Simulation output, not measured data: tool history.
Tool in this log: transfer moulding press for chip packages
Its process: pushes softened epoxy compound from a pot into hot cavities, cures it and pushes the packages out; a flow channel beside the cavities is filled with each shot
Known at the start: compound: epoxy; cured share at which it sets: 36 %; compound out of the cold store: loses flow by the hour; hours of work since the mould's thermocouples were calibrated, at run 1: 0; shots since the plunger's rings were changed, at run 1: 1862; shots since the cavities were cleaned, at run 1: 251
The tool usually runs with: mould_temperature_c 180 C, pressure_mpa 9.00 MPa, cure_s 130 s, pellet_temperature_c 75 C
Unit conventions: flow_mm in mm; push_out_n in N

run    hour  mould_temperature_c  pressure_mpa  cure_s  pellet_temperature_c  hours of work since the mould's thermocouples were calibrated  shots since the plunger's rings were changed  shots since the cavities were cleaned  incoming compound's hours out of the cold store  flow_mm  push_out_n
  1     0.0                  180          9.00     130                    75                                                              0                                          1862                                    251                                             21.8      676         303
       53.8  -- cavities cleaned with cleaning compound and waxed
  2    86.4                  180          9.00     130                    75                                                             37                                          2439                                    222                                             12.3      700         293
  3   137.2                  180          9.00     130                    75                                                             59                                          2784                                    567                                             45.9      629         362
      144.8  -- cavities cleaned with cleaning compound and waxed
  4   199.6                  183          9.00     130                    75                                                             85                                          3199                                    373                                             30.8      650         313
      234.9  -- cavities cleaned with cleaning compound and waxed
  5   241.1                  183          9.00     130                    75                                                            103                                          3471                                     43                                             11.1      665         226
      325.0  -- cavities cleaned with cleaning compound and waxed
  6   330.6                  180          7.59     130                    75                                                            141                                          4069                                     38                                             29.5      592         238
  7   406.6                  180          7.59     130                    75                                                            174                                          4586                                    555                                             21.1      593         370
      413.9  -- cavities cleaned with cleaning compound and waxed
  8   464.6                  180          9.00     130                    81                                                            199                                          4970                                    345                                             25.6      644         318
      503.9  -- cavities cleaned with cleaning compound and waxed
  9   538.0                  180          9.00     130                    81                                                            230                                          5459                                    232                                             22.2      630         298
 10   577.3                  180          9.00     130                    75                                                            247                                          5726                                    499                                             41.4      608         373
      597.1  -- cavities cleaned with cleaning compound and waxed
 11   633.4                  180          9.00     130                    75                                                            271                                          6098                                    247                                             26.4      637         321
      687.0  -- cavities cleaned with cleaning compound and waxed
 12   697.9                  180          9.00     130                    75                                                            298                                          6526                                     74                                             37.1      605         248
      720.0  -- plunger's sealing rings changed
      780.9  -- cavities cleaned with cleaning compound and waxed
 13   787.0                  180          9.00     130                    75                                                            335                                           445                                     41                                             29.1      666         235
 14   861.4                  173          9.00     130                    75                                                            367                                           952                                    548                                             21.1      693         525
      876.0  -- cavities cleaned with cleaning compound and waxed
 15   949.2                  173          9.00     130                    75                                                            405                                          1539                                    498                                             43.9      648         512
      966.8  -- cavities cleaned with cleaning compound and waxed
 16  1029.8                  177          7.60     130                    75                                                            439                                          2076                                    428                                             12.4      639         403
     1058.1  -- cavities cleaned with cleaning compound and waxed
 17  1111.0                  179          9.00     130                    76                                                            474                                          2618                                    359                                             38.1      646         353
     1141.3  -- mould's thermocouples calibrated
     1149.6  -- cavities cleaned with cleaning compound and waxed
 18  1152.5                  179          9.00     130                    76                                                              4                                          2877                                     20                                             43.6      625         240
 19  1202.3                  179          9.00     130                    76                                                             26                                          3216                                    359                                             34.3      640         347
     1240.7  -- cavities cleaned with cleaning compound and waxed
 20  1261.2                  182          9.00     130                    76                                                             51                                          3606                                    139                                             12.5      666         258
     1331.3  -- cavities cleaned with cleaning compound and waxed
 21  1331.3                  183          9.26     149                    78                                                             81                                          4073                                      0                                             42.7      616         200
 22  1377.6                  180          7.51     130                    75                                                            101                                          4387                                    314                                             15.6      598         321
     1425.6  -- cavities cleaned with cleaning compound and waxed
 23  1441.4                  173          9.02     151                    74                                                            128                                          4811                                    107                                             39.8      622         263
     1514.9  -- cavities cleaned with cleaning compound and waxed
 24  1521.3                  173          8.51     120                    74                                                            162                                          5344                                     43                                             18.1      637         363
 25  1596.7                  174          8.99     120                    74                                                            195                                          5857                                    556                                             35.9      625         525
     1603.1  -- cavities cleaned with cleaning compound and waxed
 26  1687.2                  176          7.94     120                    74                                                            233                                          6462                                    572                                             22.9      596         467

Run 27 comes next. What will it give?
     1695.1  -- cavities cleaned with cleaning compound and waxed
     1715.7  -- plunger's sealing rings changed
 27  1771.3                  178          9.00     130                    76                                                            268                                           378                                    501                                             26.6        ?           ?

For run 27 the tool returned flow_mm 682 mm, push_out_n 374 N.
The same run, on a tool lacking any hidden state, would have yielded flow_mm 685 mm, push_out_n 217 N.
